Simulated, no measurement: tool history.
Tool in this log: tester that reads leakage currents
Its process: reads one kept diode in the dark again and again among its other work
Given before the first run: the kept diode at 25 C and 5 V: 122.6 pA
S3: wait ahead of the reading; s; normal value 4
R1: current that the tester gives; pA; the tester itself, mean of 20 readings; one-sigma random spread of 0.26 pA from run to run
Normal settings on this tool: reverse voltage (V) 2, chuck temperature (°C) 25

{"run": 1, "day": 0.0, "reverse voltage (V)": 2, "chuck temperature (°C)": 25, "S3": 4, "R1": 77.73}
{"day": 1.154, "done": "chuck's temperature calibrated"}
{"run": 2, "day": 1.25, "reverse voltage (V)": 2, "chuck temperature (°C)": 25, "S3": 4, "R1": 85.63}
{"run": 3, "day": 2.762, "reverse voltage (V)": 2, "chuck temperature (°C)": 25, "S3": 4, "R1": 86.17}
{"run": 4, "day": 4.617, "reverse voltage (V)": 1.34, "chuck temperature (°C)": 25, "S3": 4, "R1": 72.66}
{"run": 5, "day": 6.662, "reverse voltage (V)": 1.34, "chuck temperature (°C)": 25, "S3": 4, "R1": 72.62}
{"run": 6, "day": 7.6, "reverse voltage (V)": 1.34, "chuck temperature (°C)": 25, "S3": 4, "R1": 72.56}
{"run": 7, "day": 9.388, "reverse voltage (V)": 2, "chuck temperature (°C)": 45, "S3": 4, "R1": 431.95}
{"run": 8, "day": 10.675, "reverse voltage (V)": 2, "chuck temperature (°C)": 45, "S3": 4, "R1": 430.54}
{"run": 9, "day": 12.738, "reverse voltage (V)": 2, "chuck temperature (°C)": 35, "S3": 4, "R1": 195.57}
{"run": 10, "day": 14.758, "reverse voltage (V)": 2, "chuck temperature (°C)": 25, "S3": 4, "R1": 84.66}
{"run": 11, "day": 16.562, "reverse voltage (V)": 11.18, "chuck temperature (°C)": 25, "S3": 4, "R1": 175.05}
{"run": 12, "day": 18.371, "reverse voltage (V)": 11.18, "chuck temperature (°C)": 25, "S3": 4, "R1": 174.47}
{"run": 13, "day": 19.738, "reverse voltage (V)": 11.18, "chuck temperature (°C)": 25, "S3": 4, "R1": 174.89}
{"run": 14, "day": 20.642, "reverse voltage (V)": 11.18, "chuck temperature (°C)": 25, "S3": 4, "R1": 174.72}
{"run": 15, "day": 21.842, "reverse voltage (V)": 4.52, "chuck temperature (°C)": 29, "S3": 0.9, "R1": 167.57}
{"run": 16, "day": 23.075, "reverse voltage (V)": 4.52, "chuck temperature (°C)": 29, "S3": 0.9, "R1": 167.94}
{"run": 17, "day": 25.179, "reverse voltage (V)": 2, "chuck temperature (°C)": 37, "S3": 4, "R1": 228.46}
{"run": 18, "day": 26.312, "reverse voltage (V)": 1.64, "chuck temperature (°C)": 22, "S3": 3.17, "R1": 60.49}
{"run": 19, "day": 27.671, "reverse voltage (V)": 1.64, "chuck temperature (°C)": 22, "S3": 3.17, "R1": 60.56}
{"run": 20, "day": 29.112, "reverse voltage (V)": 1.64, "chuck temperature (°C)": 22, "S3": 3.17, "R1": 60.35}
{"run": 21, "day": 30.638, "reverse voltage (V)": 2, "chuck temperature (°C)": 31, "S3": 0.53, "R1": 140.88}
{"run": 22, "day": 32.521, "reverse voltage (V)": 2, "chuck temperature (°C)": 31, "S3": 0.53, "R1": 140.62}
{"run": 23, "day": 34.192, "reverse voltage (V)": 2, "chuck temperature (°C)": 25, "S3": 0.46, "R1": 85.52}
{"run": 24, "day": 35.629, "reverse voltage (V)": 2, "chuck temperature (°C)": 44, "S3": 4, "R1": 394.21}
{"run": 25, "day": 37.246, "reverse voltage (V)": 5.54, "chuck temperature (°C)": 33, "S3": 2.76, "R1": 250.39}

Branching from run 25: 5 alternative next runs. What would each branch give?
{"run": "A", "day": 38.517, "reverse voltage (V)": 10.68, "chuck temperature (°C)": 33, "S3": 2.76, "R1": "?"}
{"run": "B", "day": 38.517, "reverse voltage (V)": 1.74, "chuck temperature (°C)": 28, "S3": 2.76, "R1": "?"}
{"run": "C", "day": 38.517, "reverse voltage (V)": 2, "chuck temperature (°C)": 23, "S3": 4, "R1": "?"}
{"run": "D", "day": 38.517, "reverse voltage (V)": 5.54, "chuck temperature (°C)": 30, "S3": 0.97, "R1": "?"}
{"run": "E", "day": 38.517, "reverse voltage (V)": 15.63, "chuck temperature (°C)": 33, "S3": 2.76, "R1": "?"}

run=A R1=328.03
run=B R1=102.31
run=C R1=71.21
run=D R1=196.88
run=E R1=386.34
The same runs, with their run-to-run variation unchanged, on a tool lacking any hidden condition would have given:
run=A R1=327.34
run=B R1=103.62
run=C R1=71.55
run=D R1=197.33
run=E R1=382.87
